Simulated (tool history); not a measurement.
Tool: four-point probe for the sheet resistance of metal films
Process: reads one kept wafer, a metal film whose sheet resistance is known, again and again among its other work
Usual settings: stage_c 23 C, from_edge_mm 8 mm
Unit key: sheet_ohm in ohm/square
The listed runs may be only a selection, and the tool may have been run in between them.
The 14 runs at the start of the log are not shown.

run,day,stage_c,from_edge_mm,sheet_ohm
15,50.712,23,8,0.517642
16,52.846,23,6,0.518732
17,55.421,23,6,0.518848
18,60.242,23,6,0.519041
19,64.279,23,8,0.5181
20,67.858,23,8,0.518639
21,72.254,23,8,0.518851
# day 72.708: stage's thermometer calibrated
22,76.946,21,21,0.518671
23,81.479,21,21,0.518708

Estimate the outcome of run 24 from the log above:
24,84.45,23,8,?

sheet_ohm: 0.519737 ohm/square
On a tool with no hidden condition, and with the same random variation, this run would have come out at sheet_ohm 0.517884 ohm/square.
